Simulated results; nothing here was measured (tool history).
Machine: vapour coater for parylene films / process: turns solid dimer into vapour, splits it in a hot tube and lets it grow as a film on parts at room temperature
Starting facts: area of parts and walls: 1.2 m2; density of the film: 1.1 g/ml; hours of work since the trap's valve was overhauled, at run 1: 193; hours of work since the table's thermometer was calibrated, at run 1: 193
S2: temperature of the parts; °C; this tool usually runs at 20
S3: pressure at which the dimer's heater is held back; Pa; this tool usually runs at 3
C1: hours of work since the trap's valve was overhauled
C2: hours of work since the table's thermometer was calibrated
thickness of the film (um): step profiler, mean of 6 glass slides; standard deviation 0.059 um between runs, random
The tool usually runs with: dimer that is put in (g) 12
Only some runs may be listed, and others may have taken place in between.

Run 1, hour 0: usual settings; C1 193; C2 193. Result: thickness of the film (um) 6.26.
Run 2, hour 56.5: usual settings; C1 217; C2 217. Result: thickness of the film (um) 6.12.
At hour 77.7: trap's valve overhauled.
Run 3, hour 108.2: usual settings; C1 13; C2 237. Result: thickness of the film (um) 6.87.
Run 4, hour 161.2: usual settings; C1 36; C2 260. Result: thickness of the film (um) 6.84.
Run 5, hour 203.1: usual settings but dimer that is put in (g) 11; C1 54; C2 278. Result: thickness of the film (um) 6.31.
Run 6, hour 230.9: usual settings but dimer that is put in (g) 11; C1 65; C2 290. Result: thickness of the film (um) 6.1.
Run 7, hour 270.7: usual settings but dimer that is put in (g) 6; C1 83; C2 307. Result: thickness of the film (um) 3.35.
Run 8, hour 328.4: usual settings; C1 107; C2 332. Result: thickness of the film (um) 6.66.
Run 9, hour 371.5: usual settings but S2 21 °C; C1 126; C2 350. Result: thickness of the film (um) 6.27.
Run 10, hour 420.2: usual settings but S2 21 °C; C1 146; C2 371. Result: thickness of the film (um) 6.26.
Run 11, hour 468.4: usual settings but S2 21 °C; C1 167; C2 391. Result: thickness of the film (um) 6.1.
Run 12, hour 505.8: usual settings but S3 5.18 Pa; C1 183; C2 407. Result: thickness of the film (um) 5.95.
Run 13, hour 534.8: usual settings but S3 5.18 Pa; C1 195; C2 420. Result: thickness of the film (um) 5.97.
Run 14, hour 564: usual settings but S2 14 °C, S3 4.83 Pa; C1 208; C2 432. Result: thickness of the film (um) 7.96.
At hour 607.5: trap's valve overhauled.
Run 15, hour 630: usual settings but S2 14 °C, S3 4.83 Pa; C1 10; C2 459. Result: thickness of the film (um) 8.68.
Run 16, hour 657.6: usual settings but S2 14 °C, S3 4.83 Pa; C1 21; C2 471. Result: thickness of the film (um) 8.7.
Run 17, hour 688.5: usual settings but S2 14 °C, S3 4.83 Pa; C1 35; C2 484. Result: thickness of the film (um) 8.66.
Run 18, hour 732.8: usual settings but dimer that is put in (g) 5, S2 30 °C, S3 7.02 Pa; C1 54; C2 503. Result: thickness of the film (um) 1.68.
Run 19, hour 760.6: usual settings but S2 32 °C; C1 65; C2 515. Result: thickness of the film (um) 3.86.
Run 20, hour 802.2: usual settings but dimer that is put in (g) 18, S2 21 °C, S3 6.51 Pa; C1 83; C2 532. Result: thickness of the film (um) 8.92.
Run 21, hour 848.8: usual settings but dimer that is put in (g) 6, S2 13 °C, S3 3.14 Pa; C1 103; C2 552. Result: thickness of the film (um) 4.17.

Expected results for the next run?
Run 22, hour 916.3: usual settings but dimer that is put in (g) 18, S2 24 °C, S3 7.71 Pa; C1 132; C2 581. Result: thickness of the film (um) ?.

Run 22 gave thickness of the film (um) 7.43.
If the tool had no hidden condition, the same run with the same run-to-run variation would have returned thickness of the film (um) 7.89.

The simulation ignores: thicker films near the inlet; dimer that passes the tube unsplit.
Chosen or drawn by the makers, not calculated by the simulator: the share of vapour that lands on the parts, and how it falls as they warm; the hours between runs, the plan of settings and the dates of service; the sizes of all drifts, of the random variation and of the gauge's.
